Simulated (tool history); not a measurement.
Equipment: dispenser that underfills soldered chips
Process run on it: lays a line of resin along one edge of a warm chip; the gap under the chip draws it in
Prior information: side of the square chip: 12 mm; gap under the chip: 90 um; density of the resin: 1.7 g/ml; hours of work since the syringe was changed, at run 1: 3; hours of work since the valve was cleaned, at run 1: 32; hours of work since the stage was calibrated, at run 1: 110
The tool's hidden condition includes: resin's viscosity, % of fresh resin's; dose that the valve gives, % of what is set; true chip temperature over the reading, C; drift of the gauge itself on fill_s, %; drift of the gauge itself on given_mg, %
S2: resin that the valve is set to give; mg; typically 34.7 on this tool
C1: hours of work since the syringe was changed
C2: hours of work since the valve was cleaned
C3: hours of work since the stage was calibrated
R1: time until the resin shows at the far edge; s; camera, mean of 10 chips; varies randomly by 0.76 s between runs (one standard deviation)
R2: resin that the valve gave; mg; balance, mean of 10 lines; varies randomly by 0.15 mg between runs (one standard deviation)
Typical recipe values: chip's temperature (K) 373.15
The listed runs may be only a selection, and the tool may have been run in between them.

run 1 day=0.000 | chip's_temperature_(K)=373.15 S2=34.7 | C1=3 C2=32 C3=110 | R1=80.9 R2=34.37
-- day=0.179 new syringe of resin
run 2 day=0.242 | chip's_temperature_(K)=365.15 S2=34.7 | C1=1 C2=36 C3=113 | R1=90.3 R2=34.26
run 3 day=0.400 | chip's_temperature_(K)=373.15 S2=34.7 | C1=3 C2=38 C3=116 | R1=81.1 R2=34.08
-- day=0.525 new syringe of resin
run 4 day=0.596 | chip's_temperature_(K)=373.15 S2=34.7 | C1=1 C2=41 C3=118 | R1=72.6 R2=33.91
run 5 day=0.808 | chip's_temperature_(K)=373.15 S2=37.2 | C1=4 C2=44 C3=122 | R1=86.1 R2=36.60
-- day=0.871 new syringe of resin
run 6 day=1.046 | chip's_temperature_(K)=373.15 S2=37.2 | C1=3 C2=48 C3=125 | R1=75.9 R2=36.54
-- day=1.229 new syringe of resin
run 7 day=1.242 | chip's_temperature_(K)=373.15 S2=37.2 | C1=0 C2=50 C3=128 | R1=70.8 R2=35.99
run 8 day=1.554 | chip's_temperature_(K)=373.15 S2=37.2 | C1=5 C2=55 C3=133 | R1=87.4 R2=36.31
-- day=1.592 new syringe of resin
run 9 day=1.796 | chip's_temperature_(K)=373.15 S2=30.6 | C1=3 C2=59 C3=136 | R1=80.5 R2=29.65
-- day=1.950 new syringe of resin
run 10 day=1.958 | chip's_temperature_(K)=373.15 S2=34.7 | C1=0 C2=61 C3=139 | R1=69.6 R2=33.75
run 11 day=2.104 | chip's_temperature_(K)=373.15 S2=39.8 | C1=2 C2=63 C3=141 | R1=75.7 R2=38.47
-- day=2.300 new syringe of resin
run 12 day=2.388 | chip's_temperature_(K)=381.15 S2=34.7 | C1=1 C2=68 C3=145 | R1=60.5 R2=33.77
run 13 day=2.546 | chip's_temperature_(K)=381.15 S2=34.7 | C1=4 C2=70 C3=148 | R1=66.1 R2=33.47
-- day=2.646 new syringe of resin
-- day=2.712 dispensing valve cleaned and set on the balance
run 14 day=2.908 | chip's_temperature_(K)=381.15 S2=34.7 | C1=3 C2=3 C3=152 | R1=66.1 R2=34.62
-- day=3.029 new syringe of resin
run 15 day=3.188 | chip's_temperature_(K)=382.15 S2=34.7 | C1=2 C2=7 C3=157 | R1=60.8 R2=34.55
run 16 day=3.354 | chip's_temperature_(K)=382.15 S2=34.7 | C1=5 C2=10 C3=159 | R1=67.1 R2=34.56
-- day=3.388 new syringe of resin
run 17 day=3.500 | chip's_temperature_(K)=373.15 S2=34.7 | C1=2 C2=12 C3=161 | R1=74.0 R2=34.25
-- day=3.738 new syringe of resin
run 18 day=3.812 | chip's_temperature_(K)=373.15 S2=34.7 | C1=1 C2=16 C3=166 | R1=74.9 R2=34.65
-- day=4.079 new syringe of resin
run 19 day=4.079 | chip's_temperature_(K)=373.15 S2=34.8 | C1=0 C2=20 C3=170 | R1=68.7 R2=34.54
run 20 day=4.283 | chip's_temperature_(K)=362.15 S2=41.9 | C1=3 C2=24 C3=173 | R1=108.2 R2=41.44
-- day=4.421 new syringe of resin
run 21 day=4.550 | chip's_temperature_(K)=377.15 S2=36.9 | C1=2 C2=27 C3=177 | R1=64.5 R2=36.40
-- day=4.783 new syringe of resin
run 22 day=4.871 | chip's_temperature_(K)=383.15 S2=30.1 | C1=1 C2=32 C3=182 | R1=57.2 R2=29.69
run 23 day=5.054 | chip's_temperature_(K)=383.15 S2=30.1 | C1=4 C2=35 C3=185 | R1=65.0 R2=29.36
-- day=5.138 new syringe of resin
run 24 day=5.208 | chip's_temperature_(K)=383.15 S2=30.1 | C1=1 C2=37 C3=187 | R1=57.2 R2=29.63
run 25 day=5.425 | chip's_temperature_(K)=387.15 S2=40.5 | C1=4 C2=41 C3=190 | R1=57.2 R2=39.76
-- day=5.479 new syringe of resin
run 26 day=5.608 | chip's_temperature_(K)=370.15 S2=29.9 | C1=2 C2=43 C3=193 | R1=83.8 R2=29.26
-- day=5.829 new syringe of resin
run 27 day=5.904 | chip's_temperature_(K)=376.15 S2=31.6 | C1=1 C2=48 C3=197 | R1=68.3 R2=31.11
run 28 day=6.042 | chip's_temperature_(K)=376.15 S2=31.6 | C1=3 C2=50 C3=199 | R1=75.6 R2=30.79
-- day=6.192 new syringe of resin
run 29 day=6.367 | chip's_temperature_(K)=376.15 S2=31.6 | C1=3 C2=55 C3=204 | R1=73.5 R2=30.63
-- day=6.538 new syringe of resin
run 30 day=6.650 | chip's_temperature_(K)=366.15 S2=35.4 | C1=2 C2=59 C3=208 | R1=91.7 R2=34.50
run 31 day=6.783 | chip's_temperature_(K)=379.15 S2=37.2 | C1=4 C2=61 C3=210 | R1=69.1 R2=36.21
-- day=6.892 new syringe of resin
run 32 day=6.925 | chip's_temperature_(K)=379.15 S2=34.9 | C1=1 C2=63 C3=212 | R1=58.4 R2=34.13
run 33 day=7.108 | chip's_temperature_(K)=365.15 S2=31.5 | C1=3 C2=66 C3=215 | R1=101.9 R2=30.71
-- day=7.233 new syringe of resin
run 34 day=7.358 | chip's_temperature_(K)=374.15 S2=31.3 | C1=2 C2=69 C3=219 | R1=72.7 R2=30.25
-- day=7.538 dispensing valve cleaned and set on the balance
-- day=7.621 new syringe of resin
run 35 day=7.621 | chip's_temperature_(K)=374.15 S2=31.3 | C1=0 C2=1 C3=222 | R1=68.1 R2=31.40

Branching from run 35: 3 alternative next runs. What would each branch give?
run A day=7.829 | chip's_temperature_(K)=360.15 S2=41.0 | C1=3 C2=4 C3=225 | R1=? R2=?
run B day=7.829 | chip's_temperature_(K)=378.15 S2=38.4 | C1=3 C2=4 C3=225 | R1=? R2=?
run C day=7.829 | chip's_temperature_(K)=373.15 S2=36.6 | C1=3 C2=4 C3=225 | R1=? R2=?

run=A R1=117.7 R2=40.56
run=B R1=69.3 R2=38.46
run=C R1=79.8 R2=36.57
What these runs would have given with no unlogged condition in the tool:
run=A R1=103.1 R2=40.63
run=B R1=60.5 R2=38.53
run=C R1=69.7 R2=36.63
